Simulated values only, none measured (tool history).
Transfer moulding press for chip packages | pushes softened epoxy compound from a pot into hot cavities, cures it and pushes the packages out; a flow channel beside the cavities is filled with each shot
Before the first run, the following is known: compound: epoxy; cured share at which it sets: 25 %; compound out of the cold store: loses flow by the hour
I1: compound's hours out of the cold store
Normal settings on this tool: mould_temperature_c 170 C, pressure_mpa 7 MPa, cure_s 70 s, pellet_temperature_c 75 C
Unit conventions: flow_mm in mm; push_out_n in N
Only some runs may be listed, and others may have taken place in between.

run 1 hour=0 | mould_temperature_c=170 pressure_mpa=7 cure_s=70 pellet_temperature_c=75 | I1=17.8 | flow_mm=856 push_out_n=553
-- hour=22.2 cavities cleaned with cleaning compound and waxed
run 2 hour=31.4 | mould_temperature_c=170 pressure_mpa=7 cure_s=70 pellet_temperature_c=75 | I1=11.8 | flow_mm=870 push_out_n=568
run 3 hour=50.5 | mould_temperature_c=170 pressure_mpa=7 cure_s=70 pellet_temperature_c=75 | I1=19.4 | flow_mm=849 push_out_n=546
run 4 hour=79.9 | mould_temperature_c=170 pressure_mpa=7 cure_s=70 pellet_temperature_c=75 | I1=33 | flow_mm=811 push_out_n=558
-- hour=108.5 cavities cleaned with cleaning compound and waxed
run 5 hour=108.9 | mould_temperature_c=170 pressure_mpa=7 cure_s=70 pellet_temperature_c=75 | I1=44.1 | flow_mm=788 push_out_n=533
run 6 hour=131.6 | mould_temperature_c=170 pressure_mpa=7 cure_s=70 pellet_temperature_c=72 | I1=25.7 | flow_mm=839 push_out_n=535
run 7 hour=155.9 | mould_temperature_c=170 pressure_mpa=7 cure_s=70 pellet_temperature_c=79 | I1=46.3 | flow_mm=777 push_out_n=533
run 8 hour=171.4 | mould_temperature_c=170 pressure_mpa=7 cure_s=70 pellet_temperature_c=75 | I1=39.7 | flow_mm=801 push_out_n=554
-- hour=195.5 cavities cleaned with cleaning compound and waxed
run 9 hour=198.4 | mould_temperature_c=170 pressure_mpa=7 cure_s=70 pellet_temperature_c=75 | I1=30.5 | flow_mm=821 push_out_n=536
-- hour=224.5 plunger's sealing rings changed
run 10 hour=224.5 | mould_temperature_c=170 pressure_mpa=5.56 cure_s=70 pellet_temperature_c=75 | I1=11.2 | flow_mm=785 push_out_n=554
run 11 hour=246.7 | mould_temperature_c=170 pressure_mpa=5.56 cure_s=70 pellet_temperature_c=75 | I1=38.4 | flow_mm=711 push_out_n=534
run 12 hour=275.7 | mould_temperature_c=170 pressure_mpa=5.56 cure_s=70 pellet_temperature_c=75 | I1=11.2 | flow_mm=787 push_out_n=562
-- hour=285.7 cavities cleaned with cleaning compound and waxed
run 13 hour=294.8 | mould_temperature_c=170 pressure_mpa=7 cure_s=70 pellet_temperature_c=82 | I1=38.7 | flow_mm=808 push_out_n=526
run 14 hour=326.7 | mould_temperature_c=170 pressure_mpa=7 cure_s=70 pellet_temperature_c=82 | I1=21.9 | flow_mm=843 push_out_n=541
run 15 hour=358.4 | mould_temperature_c=170 pressure_mpa=5.93 cure_s=70 pellet_temperature_c=69 | I1=38.5 | flow_mm=735 push_out_n=552
-- hour=372 cavities cleaned with cleaning compound and waxed
run 16 hour=390 | mould_temperature_c=170 pressure_mpa=5.93 cure_s=70 pellet_temperature_c=69 | I1=39.1 | flow_mm=738 push_out_n=541
run 17 hour=407.8 | mould_temperature_c=170 pressure_mpa=5.93 cure_s=70 pellet_temperature_c=69 | I1=44.4 | flow_mm=720 push_out_n=544
run 18 hour=432.8 | mould_temperature_c=170 pressure_mpa=7 cure_s=70 pellet_temperature_c=80 | I1=34.1 | flow_mm=824 push_out_n=545
run 19 hour=447.1 | mould_temperature_c=170 pressure_mpa=6.64 cure_s=108 pellet_temperature_c=75 | I1=15.1 | flow_mm=848 push_out_n=436
-- hour=458.7 cavities cleaned with cleaning compound and waxed
run 20 hour=465.3 | mould_temperature_c=174 pressure_mpa=5.76 cure_s=52 pellet_temperature_c=77 | I1=15.3 | flow_mm=771 push_out_n=905
run 21 hour=486.9 | mould_temperature_c=174 pressure_mpa=5.76 cure_s=52 pellet_temperature_c=66 | I1=27.6 | flow_mm=756 push_out_n=936
run 22 hour=517.6 | mould_temperature_c=173 pressure_mpa=7.46 cure_s=84 pellet_temperature_c=77 | I1=39.1 | flow_mm=830 push_out_n=439
run 23 hour=537.6 | mould_temperature_c=175 pressure_mpa=7.54 cure_s=70 pellet_temperature_c=79 | I1=8.8 | flow_mm=911 push_out_n=460
-- hour=545.5 cavities cleaned with cleaning compound and waxed
run 24 hour=561.5 | mould_temperature_c=175 pressure_mpa=8.28 cure_s=57 pellet_temperature_c=79 | I1=38.7 | flow_mm=868 push_out_n=612
run 25 hour=582.2 | mould_temperature_c=175 pressure_mpa=8.28 cure_s=57 pellet_temperature_c=79 | I1=16.7 | flow_mm=935 push_out_n=630

Run 26, settings as shown, results not yet in. Your forecast:
run 26 hour=597.1 | mould_temperature_c=175 pressure_mpa=7.88 cure_s=57 pellet_temperature_c=76 | I1=28.3 | flow_mm=? push_out_n=?

{"run 26": {"flow_mm": 866, "push_out_n": 655}}
If the tool had no hidden condition, the same run with the same run-to-run variation would have returned flow_mm 868 mm, push_out_n 648 N.
